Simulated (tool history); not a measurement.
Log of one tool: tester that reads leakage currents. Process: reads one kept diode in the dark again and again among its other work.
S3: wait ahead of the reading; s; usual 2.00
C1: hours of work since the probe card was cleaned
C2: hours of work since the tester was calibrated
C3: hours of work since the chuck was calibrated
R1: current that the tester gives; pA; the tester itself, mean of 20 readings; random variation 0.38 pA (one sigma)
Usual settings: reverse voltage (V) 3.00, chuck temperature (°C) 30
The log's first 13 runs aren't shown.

{"run": 14, "hour": 302.7, "reverse voltage (V)": 3.0, "chuck temperature (°C)": 30, "S3": 2.0, "C1": 2129, "C2": 616, "C3": 649, "R1": 141.24}
{"run": 15, "hour": 333.6, "reverse voltage (V)": 3.0, "chuck temperature (°C)": 30, "S3": 2.0, "C1": 2148, "C2": 635, "C3": 668, "R1": 141.69}
{"run": 16, "hour": 355.5, "reverse voltage (V)": 3.0, "chuck temperature (°C)": 30, "S3": 2.0, "C1": 2161, "C2": 648, "C3": 681, "R1": 142.15}
{"run": 17, "hour": 379.6, "reverse voltage (V)": 3.0, "chuck temperature (°C)": 30, "S3": 2.0, "C1": 2176, "C2": 663, "C3": 696, "R1": 142.01}
{"run": 18, "hour": 394.8, "reverse voltage (V)": 3.0, "chuck temperature (°C)": 30, "S3": 1.66, "C1": 2185, "C2": 672, "C3": 706, "R1": 142.13}
{"run": 19, "hour": 422.1, "reverse voltage (V)": 1.03, "chuck temperature (°C)": 30, "S3": 1.66, "C1": 2202, "C2": 689, "C3": 722, "R1": 87.15}
{"run": 20, "hour": 451.3, "reverse voltage (V)": 1.03, "chuck temperature (°C)": 30, "S3": 1.66, "C1": 2220, "C2": 707, "C3": 740, "R1": 88.16}
{"run": 21, "hour": 476.1, "reverse voltage (V)": 3.0, "chuck temperature (°C)": 21, "S3": 1.94, "C1": 2235, "C2": 722, "C3": 756, "R1": 73.01}
{"run": 22, "hour": 505.1, "reverse voltage (V)": 3.0, "chuck temperature (°C)": 21, "S3": 1.94, "C1": 2253, "C2": 740, "C3": 773, "R1": 73.4}
{"run": 23, "hour": 523.4, "reverse voltage (V)": 3.0, "chuck temperature (°C)": 21, "S3": 1.94, "C1": 2264, "C2": 751, "C3": 785, "R1": 74.2}
{"run": 24, "hour": 537.2, "reverse voltage (V)": 3.0, "chuck temperature (°C)": 52, "S3": 0.96, "C1": 2273, "C2": 760, "C3": 793, "R1": 644.14}
{"run": 25, "hour": 556.8, "reverse voltage (V)": 3.0, "chuck temperature (°C)": 48, "S3": 2.0, "C1": 2285, "C2": 772, "C3": 805, "R1": 498.75}
{"run": 26, "hour": 574.7, "reverse voltage (V)": 3.0, "chuck temperature (°C)": 48, "S3": 2.0, "C1": 2296, "C2": 783, "C3": 816, "R1": 499.18}
{"run": 27, "hour": 605.3, "reverse voltage (V)": 3.0, "chuck temperature (°C)": 48, "S3": 2.0, "C1": 2315, "C2": 802, "C3": 835, "R1": 501.58}
{"run": 28, "hour": 624.5, "reverse voltage (V)": 3.0, "chuck temperature (°C)": 48, "S3": 2.0, "C1": 2327, "C2": 814, "C3": 847, "R1": 505.47}
{"run": 29, "hour": 637.8, "reverse voltage (V)": 3.0, "chuck temperature (°C)": 48, "S3": 2.0, "C1": 2335, "C2": 822, "C3": 855, "R1": 504.08}
{"run": 30, "hour": 658.3, "reverse voltage (V)": 3.0, "chuck temperature (°C)": 48, "S3": 2.0, "C1": 2347, "C2": 834, "C3": 868, "R1": 504.6}
{"run": 31, "hour": 690.6, "reverse voltage (V)": 17.8, "chuck temperature (°C)": 36, "S3": 8.69, "C1": 2367, "C2": 854, "C3": 887, "R1": 505.76}
{"run": 32, "hour": 716.2, "reverse voltage (V)": 4.11, "chuck temperature (°C)": 30, "S3": 3.53, "C1": 2383, "C2": 870, "C3": 903, "R1": 169.87}
{"run": 33, "hour": 738.5, "reverse voltage (V)": 3.84, "chuck temperature (°C)": 59, "S3": 2.5, "C1": 2397, "C2": 884, "C3": 917, "R1": 1134.03}
{"run": 34, "hour": 765.9, "reverse voltage (V)": 3.0, "chuck temperature (°C)": 39, "S3": 4.04, "C1": 2413, "C2": 901, "C3": 934, "R1": 278.04}
{"hour": 794.8, "done": "chuck's temperature calibrated"}
{"run": 35, "hour": 797.9, "reverse voltage (V)": 3.0, "chuck temperature (°C)": 57, "S3": 9.89, "C1": 2432, "C2": 919, "C3": 2, "R1": 794.82}

Run 36 comes next. What will it give?
{"run": 36, "hour": 828.0, "reverse voltage (V)": 1.39, "chuck temperature (°C)": 37, "S3": 3.76, "C1": 2450, "C2": 938, "C3": 20, "R1": "?"}

{"run 36": {"R1": 149.66}}
Without the tool's hidden state the same run would have given R1 148.76 pA.
